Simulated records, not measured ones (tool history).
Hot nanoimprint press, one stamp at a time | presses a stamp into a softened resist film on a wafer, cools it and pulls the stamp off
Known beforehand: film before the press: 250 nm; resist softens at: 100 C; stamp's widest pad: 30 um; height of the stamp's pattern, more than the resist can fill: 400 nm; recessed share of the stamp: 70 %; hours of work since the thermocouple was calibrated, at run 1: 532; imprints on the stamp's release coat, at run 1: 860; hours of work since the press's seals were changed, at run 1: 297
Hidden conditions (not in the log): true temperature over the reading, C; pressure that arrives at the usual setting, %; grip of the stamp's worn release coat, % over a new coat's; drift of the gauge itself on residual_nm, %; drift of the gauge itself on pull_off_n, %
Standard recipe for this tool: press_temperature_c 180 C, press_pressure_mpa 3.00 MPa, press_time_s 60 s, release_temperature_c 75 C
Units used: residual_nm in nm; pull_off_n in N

| run | hour | press_temperature_c | press_pressure_mpa | press_time_s | release_temperature_c | hours of work since the thermocouple was calibrated | imprints on the stamp's release coat | hours of work since the press's seals were changed | residual_nm | pull_off_n |
|---|---|---|---|---|---|---|---|---|---|---|
| 1 | 0.0 | 180 | 3.00 | 60 | 75 | 532 | 860 | 297 | 125.6 | 204 |
| 2 | 14.2 | 180 | 3.00 | 60 | 75 | 541 | 925 | 306 | 125.5 | 205 |
| 3 | 22.8 | 180 | 3.00 | 60 | 75 | 547 | 964 | 312 | 126.1 | 206 |
| 4 | 37.4 | 180 | 3.00 | 60 | 75 | 556 | 1030 | 321 | 125.2 | 212 |
| 5 | 51.5 | 180 | 3.00 | 60 | 75 | 566 | 1094 | 330 | 126.2 | 218 |
| 6 | 63.9 | 180 | 3.00 | 60 | 75 | 574 | 1151 | 338 | 125.9 | 212 |
|  | 74.4 | plate thermocouple calibrated |
| 7 | 75.2 | 180 | 3.00 | 60 | 75 | 1 | 1189 | 343 | 120.5 | 209 |
| 8 | 83.5 | 180 | 3.00 | 60 | 75 | 6 | 1226 | 349 | 120.2 | 212 |
| 9 | 91.5 | 185 | 3.00 | 60 | 75 | 11 | 1263 | 354 | 106.0 | 211 |
| 10 | 100.0 | 180 | 3.00 | 60 | 75 | 17 | 1301 | 359 | 120.6 | 221 |
| 11 | 112.6 | 171 | 3.73 | 92 | 76 | 25 | 1358 | 368 | 121.7 | 215 |
| 12 | 119.9 | 184 | 3.73 | 31 | 76 | 29 | 1392 | 372 | 127.0 | 219 |
| 13 | 127.8 | 184 | 3.73 | 31 | 76 | 34 | 1427 | 377 | 127.0 | 224 |

Run 14 is up next; what results do you expect?
| 14 | 139.2 | 184 | 3.73 | 31 | 76 | 42 | 1479 | 385 | ? | ? |

Run 14 measured residual_nm 127.7 nm, pull_off_n 223 N.
If the tool had no hidden condition, the same run with the same run-to-run variation would have returned residual_nm 125.8 nm, pull_off_n 173 N.
